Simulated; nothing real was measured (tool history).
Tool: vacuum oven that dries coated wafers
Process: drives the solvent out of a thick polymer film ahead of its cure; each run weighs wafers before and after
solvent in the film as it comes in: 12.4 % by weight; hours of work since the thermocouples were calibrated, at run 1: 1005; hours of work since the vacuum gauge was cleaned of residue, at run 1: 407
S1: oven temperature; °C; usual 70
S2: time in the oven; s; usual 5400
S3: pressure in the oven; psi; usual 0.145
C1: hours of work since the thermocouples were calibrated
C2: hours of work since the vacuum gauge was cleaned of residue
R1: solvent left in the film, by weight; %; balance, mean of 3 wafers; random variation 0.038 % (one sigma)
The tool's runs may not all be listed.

run,day,S1,S2,S3,C1,C2,R1
1,0.000,70,5400,0.145,1005,407,1.23
2,0.808,70,5400,0.145,1016,418,1.19
3,1.788,71,5400,0.145,1029,431,1.10
4,3.304,82,5400,0.145,1050,451,0.35
5,4.150,82,5520,0.145,1061,463,0.30
6,5.854,82,5520,0.145,1084,486,0.40
7,6.842,82,5520,0.145,1097,499,0.33
# day 8.100: oven's thermocouples calibrated
8,8.100,70,5400,0.151,0,515,1.02
9,8.971,70,7920,0.151,12,527,0.62
# day 9.167: vacuum gauge cleaned of residue and calibrated
10,9.983,70,7920,0.151,25,11,0.56
11,11.367,70,7920,0.151,43,30,0.58
# day 12.121: vacuum gauge cleaned of residue and calibrated, once more
12,13.242,70,7920,0.151,68,15,0.61
13,14.475,70,7920,0.151,84,32,0.55
14,16.112,59,2880,0.145,106,54,4.94
15,17.408,74,5400,0.300,124,71,1.03
16,18.162,64,5400,0.145,134,82,1.96

The next listed run, before its measurement:
17,19.042,83,5400,0.241,146,93,?

Run 17 gave R1 0.41 %.
Without the tool's hidden state the same run would have given R1 0.40 %.
